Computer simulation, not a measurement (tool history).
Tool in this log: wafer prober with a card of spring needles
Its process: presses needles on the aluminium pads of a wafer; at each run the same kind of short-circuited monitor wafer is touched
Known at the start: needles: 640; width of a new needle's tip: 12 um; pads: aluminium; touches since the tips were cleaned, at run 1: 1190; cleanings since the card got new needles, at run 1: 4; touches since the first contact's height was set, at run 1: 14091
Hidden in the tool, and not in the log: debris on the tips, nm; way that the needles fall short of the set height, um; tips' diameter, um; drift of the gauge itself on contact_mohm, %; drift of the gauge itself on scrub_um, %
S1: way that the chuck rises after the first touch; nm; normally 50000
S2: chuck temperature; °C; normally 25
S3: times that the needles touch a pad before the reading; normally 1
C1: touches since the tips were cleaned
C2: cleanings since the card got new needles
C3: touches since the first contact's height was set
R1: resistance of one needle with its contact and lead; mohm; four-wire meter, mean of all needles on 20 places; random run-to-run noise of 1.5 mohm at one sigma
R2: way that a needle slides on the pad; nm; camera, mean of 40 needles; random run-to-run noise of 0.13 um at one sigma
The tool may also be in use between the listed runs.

Run 1, hour 0.0: usual settings; C1 1190; C2 4; C3 14091. Result: R1 129 mohm, R2 10800 nm.
At hour 4.3: tips cleaned on abrasive film.
At hour 11.4: tips cleaned on abrasive film.
At hour 17.1: tips cleaned on abrasive film.
At hour 24.2: tips cleaned on abrasive film.
At hour 31.3: tips cleaned on abrasive film.
At hour 37.0: tips cleaned on abrasive film.
Run 2, hour 39.8: usual settings; C1 1414; C2 10; C3 34141. Result: R1 132 mohm, R2 10630 nm.
At hour 44.1: tips cleaned on abrasive film.
At hour 51.2: tips cleaned on abrasive film.
At hour 56.9: tips cleaned on abrasive film.
At hour 62.6: tips cleaned on abrasive film.
At hour 68.3: tips cleaned on abrasive film.
At hour 75.4: tips cleaned on abrasive film.
Run 3, hour 76.7: usual settings; C1 645; C2 16; C3 52703. Result: R1 134 mohm, R2 10420 nm.
At hour 82.4: tips cleaned on abrasive film.
At hour 89.5: tips cleaned on abrasive film.
At hour 95.2: tips cleaned on abrasive film.
At hour 102.3: tips cleaned on abrasive film.
At hour 109.4: tips cleaned on abrasive film.
At hour 115.1: tips cleaned on abrasive film.
At hour 122.2: tips cleaned on abrasive film.
At hour 127.9: tips cleaned on abrasive film.
At hour 135.0: tips cleaned on abrasive film.
At hour 140.7: tips cleaned on abrasive film.
At hour 147.8: tips cleaned on abrasive film.
At hour 153.5: tips cleaned on abrasive film.
Run 4, hour 156.7: usual settings but S3 2; C1 1635; C2 28; C3 93040. Result: R1 131 mohm, R2 10910 nm.
At hour 159.6: tips cleaned on abrasive film.
At hour 165.3: tips cleaned on abrasive film.
At hour 171.0: tips cleaned on abrasive film.
At hour 176.7: tips cleaned on abrasive film.
At hour 183.8: tips cleaned on abrasive film.
At hour 189.5: tips cleaned on abrasive film.
At hour 195.2: tips cleaned on abrasive film.
At hour 201.0: tips cleaned on abrasive film.
Run 5, hour 201.0: usual settings; C1 0; C2 36; C3 115312. Result: R1 131 mohm, R2 10610 nm.
At hour 206.7: tips cleaned on abrasive film.
At hour 213.8: tips cleaned on abrasive film.
At hour 219.5: tips cleaned on abrasive film.
At hour 225.2: tips cleaned on abrasive film.
At hour 232.3: tips cleaned on abrasive film.
At hour 239.4: tips cleaned on abrasive film.
At hour 245.1: tips cleaned on abrasive film.
At hour 252.2: tips cleaned on abrasive film.
At hour 257.9: tips cleaned on abrasive film.
Run 6, hour 258.9: usual settings; C1 519; C2 45; C3 144499. Result: R1 130 mohm, R2 10380 nm.
At hour 264.6: tips cleaned on abrasive film.
At hour 270.3: tips cleaned on abrasive film.
At hour 277.4: tips cleaned on abrasive film.
At hour 283.1: tips cleaned on abrasive film.
At hour 288.8: tips cleaned on abrasive film.
At hour 295.9: tips cleaned on abrasive film.
At hour 301.6: tips cleaned on abrasive film.
At hour 307.3: tips cleaned on abrasive film.
At hour 313.1: tips cleaned on abrasive film.
At hour 320.2: tips cleaned on abrasive film.
Run 7, hour 322.1: usual settings; C1 997; C2 55; C3 176314. Result: R1 134 mohm, R2 10830 nm.
At hour 326.4: tips cleaned on abrasive film.
At hour 332.1: tips cleaned on abrasive film.
At hour 337.8: tips cleaned on abrasive film.
At hour 344.9: tips cleaned on abrasive film.
At hour 352.0: tips cleaned on abrasive film.
At hour 357.7: tips cleaned on abrasive film.
At hour 363.4: tips cleaned on abrasive film.
At hour 369.1: tips cleaned on abrasive film.
At hour 376.2: tips cleaned on abrasive film.
At hour 381.9: tips cleaned on abrasive film.
Run 8, hour 386.8: usual settings; C1 2503; C2 65; C3 208919. Result: R1 131 mohm, R2 10620 nm.
At hour 388.3: tips cleaned on abrasive film.
At hour 394.0: tips cleaned on abrasive film.
At hour 401.1: tips cleaned on abrasive film.
At hour 406.8: tips cleaned on abrasive film.
At hour 412.5: tips cleaned on abrasive film.
At hour 418.2: tips cleaned on abrasive film.
At hour 425.3: tips cleaned on abrasive film.
At hour 432.4: tips cleaned on abrasive film.
At hour 438.1: tips cleaned on abrasive film.
At hour 443.8: tips cleaned on abrasive film.
Run 9, hour 448.9: usual settings but S3 2; C1 2579; C2 75; C3 240168. Result: R1 133 mohm, R2 10590 nm.
At hour 450.4: tips cleaned on abrasive film.
At hour 450.7: height of the first contact set anew.
At hour 456.4: tips cleaned on abrasive film.
At hour 462.1: tips cleaned on abrasive film.
At hour 467.8: tips cleaned on abrasive film.
At hour 473.5: tips cleaned on abrasive film.
At hour 479.2: tips cleaned on abrasive film.
At hour 486.3: tips cleaned on abrasive film.
Run 10, hour 487.5: usual settings but S2 28 °C, S3 2; C1 605; C2 82; C3 18524. Result: R1 133 mohm, R2 10620 nm.
At hour 493.2: tips cleaned on abrasive film.
At hour 498.9: tips cleaned on abrasive film.
At hour 506.0: tips cleaned on abrasive film.
At hour 513.1: tips cleaned on abrasive film.
At hour 518.8: tips cleaned on abrasive film.
At hour 524.5: tips cleaned on abrasive film.
At hour 530.2: tips cleaned on abrasive film.
At hour 537.3: tips cleaned on abrasive film.
At hour 543.0: tips cleaned on abrasive film.
At hour 548.7: tips cleaned on abrasive film.
Run 11, hour 551.3: usual settings but S2 28 °C, S3 2; C1 1346; C2 92; C3 50689. Result: R1 133 mohm, R2 10480 nm.
At hour 555.6: tips cleaned on abrasive film.
At hour 561.3: tips cleaned on abrasive film.
At hour 567.0: tips cleaned on abrasive film.
At hour 572.7: tips cleaned on abrasive film.
At hour 579.8: tips cleaned on abrasive film.
At hour 585.5: tips cleaned on abrasive film.
Run 12, hour 590.5: usual settings but S1 41000 nm, S2 52 °C, S3 2; C1 2525; C2 98; C3 70416. Result: R1 139 mohm, R2 8590 nm.
At hour 592.0: tips cleaned on abrasive film.
At hour 597.7: tips cleaned on abrasive film.
At hour 603.4: tips cleaned on abrasive film.
At hour 609.1: tips cleaned on abrasive film.
At hour 616.2: tips cleaned on abrasive film.
At hour 621.9: tips cleaned on abrasive film.
Run 13, hour 625.3: usual settings but S1 37000 nm; C1 1724; C2 104; C3 87908. Result: R1 134 mohm, R2 7980 nm.
At hour 628.2: tips cleaned on abrasive film.
At hour 633.9: tips cleaned on abrasive film.
At hour 639.6: tips cleaned on abrasive film.
At hour 646.7: tips cleaned on abrasive film.
At hour 652.4: tips cleaned on abrasive film.
At hour 659.5: tips cleaned on abrasive film.
At hour 665.2: tips cleaned on abrasive film.
At hour 672.3: tips cleaned on abrasive film.
At hour 678.0: tips cleaned on abrasive film.
Run 14, hour 681.8: usual settings but S1 65000 nm, S2 79 °C, S3 2; C1 1937; C2 113; C3 116363. Result: R1 138 mohm, R2 14060 nm.
At hour 684.7: tips cleaned on abrasive film.
At hour 691.8: tips cleaned on abrasive film.
At hour 698.9: tips cleaned on abrasive film.
At hour 704.6: tips cleaned on abrasive film.
At hour 710.3: tips cleaned on abrasive film.
At hour 716.0: tips cleaned on abrasive film.
At hour 723.1: tips cleaned on abrasive film.
At hour 728.8: tips cleaned on abrasive film.
At hour 734.5: tips cleaned on abrasive film.
At hour 741.6: tips cleaned on abrasive film.
At hour 748.7: tips cleaned on abrasive film.
At hour 754.4: tips cleaned on abrasive film.
Run 15, hour 756.9: usual settings but S1 65000 nm, S2 79 °C, S3 2; C1 1289; C2 125; C3 154204. Result: R1 137 mohm, R2 13930 nm.
At hour 761.2: tips cleaned on abrasive film.
At hour 768.3: tips cleaned on abrasive film.
At hour 775.4: tips cleaned on abrasive film.
At hour 781.1: tips cleaned on abrasive film.
At hour 786.8: tips cleaned on abrasive film.
At hour 793.9: tips cleaned on abrasive film.
At hour 799.6: tips cleaned on abrasive film.
At hour 805.3: tips cleaned on abrasive film.
At hour 811.0: tips cleaned on abrasive film.
At hour 818.1: tips cleaned on abrasive film.
At hour 825.2: tips cleaned on abrasive film.
Run 16, hour 830.5: usual settings but S1 55000 nm, S2 76 °C, S3 3; C1 2698; C2 136; C3 191304. Result: R1 140 mohm, R2 11690 nm.
At hour 832.0: tips cleaned on abrasive film.
At hour 837.7: tips cleaned on abrasive film.
At hour 843.4: tips cleaned on abrasive film.
At hour 849.1: tips cleaned on abrasive film.
At hour 856.2: tips cleaned on abrasive film.
At hour 863.3: tips cleaned on abrasive film.
At hour 869.0: tips cleaned on abrasive film.
At hour 874.7: tips cleaned on abrasive film.
At hour 880.4: tips cleaned on abrasive film.
At hour 887.5: tips cleaned on abrasive film.
Run 17, hour 889.1: usual settings but S1 44000 nm, S3 2; C1 784; C2 146; C3 220756. Result: R1 132 mohm, R2 9260 nm.

Here are 3 independent what-if runs from the current tool condition. What would each one return?
At hour 893.4: tips cleaned on abrasive film.
At hour 900.5: tips cleaned on abrasive film.
At hour 907.6: tips cleaned on abrasive film.
At hour 914.7: tips cleaned on abrasive film.
At hour 920.4: tips cleaned on abrasive film.
At hour 927.5: tips cleaned on abrasive film.
At hour 929.2: height of the first contact set anew.
At hour 933.5: tips cleaned on abrasive film.
At hour 939.2: tips cleaned on abrasive film.
At hour 944.9: tips cleaned on abrasive film.
At hour 952.0: tips cleaned on abrasive film.
Run A, hour 954.7: usual settings but S1 48000 nm, S2 43 °C; C1 1379; C2 156; C3 12846. Result: R1 ?, R2 ?.
At hour 893.4: tips cleaned on abrasive film.
At hour 900.5: tips cleaned on abrasive film.
At hour 907.6: tips cleaned on abrasive film.
At hour 914.7: tips cleaned on abrasive film.
At hour 920.4: tips cleaned on abrasive film.
At hour 927.5: tips cleaned on abrasive film.
At hour 929.2: height of the first contact set anew.
At hour 933.5: tips cleaned on abrasive film.
At hour 939.2: tips cleaned on abrasive film.
At hour 944.9: tips cleaned on abrasive film.
At hour 952.0: tips cleaned on abrasive film.
Run B, hour 954.7: usual settings but S1 70000 nm, S3 3; C1 1379; C2 156; C3 12846. Result: R1 ?, R2 ?.
At hour 893.4: tips cleaned on abrasive film.
At hour 900.5: tips cleaned on abrasive film.
At hour 907.6: tips cleaned on abrasive film.
At hour 914.7: tips cleaned on abrasive film.
At hour 920.4: tips cleaned on abrasive film.
At hour 927.5: tips cleaned on abrasive film.
At hour 929.2: height of the first contact set anew.
At hour 933.5: tips cleaned on abrasive film.
At hour 939.2: tips cleaned on abrasive film.
At hour 944.9: tips cleaned on abrasive film.
At hour 952.0: tips cleaned on abrasive film.
Run C, hour 954.7: usual settings but S1 34000 nm, S2 108 °C; C1 1379; C2 156; C3 12846. Result: R1 ?, R2 ?.

run   R1     R2
  A  135  10060
  B  128  14860
  C  150   7080
The same runs, with their run-to-run variation unchanged, on a tool lacking any hidden condition would have given:
run   R1     R2
  A  135  10060
  B  128  14860
  C  150   7090

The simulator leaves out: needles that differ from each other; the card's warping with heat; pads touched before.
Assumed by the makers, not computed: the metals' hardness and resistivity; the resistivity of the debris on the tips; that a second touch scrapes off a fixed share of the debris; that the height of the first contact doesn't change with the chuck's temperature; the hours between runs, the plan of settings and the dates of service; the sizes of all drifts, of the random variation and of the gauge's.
